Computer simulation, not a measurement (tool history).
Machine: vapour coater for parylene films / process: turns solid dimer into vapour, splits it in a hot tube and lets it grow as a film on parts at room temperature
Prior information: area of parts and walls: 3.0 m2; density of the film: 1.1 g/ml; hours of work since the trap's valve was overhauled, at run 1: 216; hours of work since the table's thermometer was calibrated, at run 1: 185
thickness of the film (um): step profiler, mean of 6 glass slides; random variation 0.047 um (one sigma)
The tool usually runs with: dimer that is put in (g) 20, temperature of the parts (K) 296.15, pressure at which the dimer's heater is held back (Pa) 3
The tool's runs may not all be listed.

| run | hour | dimer that is put in (g) | temperature of the parts (K) | pressure at which the dimer's heater is held back (Pa) | hours of work since the trap's valve was overhauled | hours of work since the table's thermometer was calibrated | thickness of the film (um) |
|---|---|---|---|---|---|---|---|
| 1 | 0 | 20 | 296.15 | 3 | 216 | 185 | 4.91 |
| 2 | 31.5 | 20 | 296.15 | 3 | 234 | 204 | 4.89 |
| 3 | 52.7 | 20 | 296.15 | 3 | 246 | 216 | 4.81 |
| 4 | 84 | 20 | 296.15 | 3 | 264 | 234 | 4.88 |
| 5 | 108.1 | 20 | 296.15 | 3 | 278 | 248 | 4.73 |
| 6 | 134.6 | 20 | 296.15 | 3 | 294 | 263 | 4.74 |
| 7 | 168.7 | 20 | 296.15 | 3 | 314 | 283 | 4.7 |
| 8 | 201.3 | 20 | 296.15 | 3 | 332 | 302 | 4.73 |
| 9 | 237.4 | 20 | 296.15 | 3 | 353 | 323 | 4.66 |
| 10 | 254 | 20 | 296.15 | 3 | 363 | 332 | 4.61 |
| 11 | 271.7 | 20 | 296.15 | 3 | 373 | 343 | 4.53 |
| 12 | 298.2 | 36 | 296.15 | 3 | 388 | 358 | 8.18 |
| 13 | 325 | 20 | 296.15 | 3 | 404 | 374 | 4.55 |
|  | 342 | trap's valve overhauled |
| 14 | 359.3 | 20 | 296.15 | 3 | 10 | 391 | 5.26 |
| 15 | 389.2 | 20 | 296.15 | 3 | 27 | 408 | 5.27 |
| 16 | 416.7 | 20 | 296.15 | 3 | 43 | 424 | 5.25 |
| 17 | 446.2 | 20 | 296.15 | 3 | 60 | 441 | 5.1 |
| 18 | 472.9 | 20 | 291.15 | 3 | 76 | 457 | 5.71 |
| 19 | 505 | 20 | 291.15 | 3 | 94 | 475 | 5.62 |
| 20 | 539 | 20 | 291.15 | 3 | 114 | 495 | 5.59 |
| 21 | 555.7 | 20 | 291.15 | 7.19 | 124 | 505 | 4.59 |
| 22 | 592.2 | 20 | 291.15 | 5.03 | 145 | 526 | 4.9 |
| 23 | 622.9 | 16 | 291.15 | 2.04 | 163 | 544 | 4.4 |
| 24 | 651 | 9 | 296.15 | 9.09 | 179 | 560 | 1.71 |
| 25 | 671.1 | 9 | 296.15 | 9.09 | 191 | 572 | 1.63 |
| 26 | 687.3 | 9 | 296.15 | 9.09 | 200 | 581 | 1.67 |
| 27 | 713.2 | 11 | 291.15 | 3.8 | 215 | 596 | 2.84 |
| 28 | 749.1 | 10 | 299.15 | 3 | 236 | 617 | 2.3 |
|  | 753.1 | table's thermometer calibrated |
| 29 | 770.6 | 27 | 308.15 | 3.72 | 248 | 10 | 4.62 |
| 30 | 790.1 | 27 | 308.15 | 3.72 | 259 | 21 | 4.61 |
| 31 | 808.6 | 27 | 308.15 | 3.72 | 270 | 32 | 4.7 |
| 32 | 836.6 | 27 | 308.15 | 3.72 | 286 | 48 | 4.67 |
| 33 | 874.6 | 21 | 292.15 | 4.56 | 308 | 70 | 4.78 |
| 34 | 914 | 15 | 292.15 | 2.07 | 331 | 93 | 3.96 |
| 35 | 937.9 | 15 | 292.15 | 2.07 | 344 | 107 | 3.89 |
|  | 955.8 | table's thermometer calibrated, once more |
| 36 | 978.1 | 13 | 296.15 | 2.07 | 367 | 13 | 3.28 |
| 37 | 998 | 13 | 296.15 | 2.07 | 379 | 24 | 3.24 |
| 38 | 1022.5 | 11 | 296.15 | 10.43 | 393 | 39 | 1.88 |
| 39 | 1045 | 11 | 296.15 | 10.43 | 406 | 52 | 1.89 |
|  | 1057.5 | trap's valve overhauled |
| 40 | 1083.8 | 20 | 290.15 | 3 | 15 | 72 | 5.92 |
| 41 | 1109.4 | 9 | 296.15 | 3 | 30 | 87 | 2.37 |
| 42 | 1142.2 | 12 | 289.15 | 9.86 | 49 | 106 | 2.73 |
| 43 | 1161 | 35 | 293.15 | 5.13 | 60 | 116 | 8.44 |
| 44 | 1197.8 | 23 | 290.15 | 4.32 | 81 | 138 | 6.14 |

Consider 4 possible next runs. They are alternatives, not a sequence: every one starts from the tool as it was left by run 44. What does each give?
| A | 1215.9 | 9 | 288.15 | 4.32 | 92 | 148 | ? |
| B | 1215.9 | 9 | 296.15 | 3 | 92 | 148 | ? |
| C | 1215.9 | 31 | 303.15 | 3 | 92 | 148 | ? |
| D | 1215.9 | 10 | 296.15 | 4.78 | 92 | 148 | ? |

| run | thickness of the film (um) |
|---|---|
| A | 2.45 |
| B | 2.32 |
| C | 6.85 |
| D | 2.31 |
Had the tool no hidden state, the same runs would have come out as:
| run | thickness of the film (um) |
|---|---|
| A | 2.54 |
| B | 2.41 |
| C | 7.1 |
| D | 2.4 |
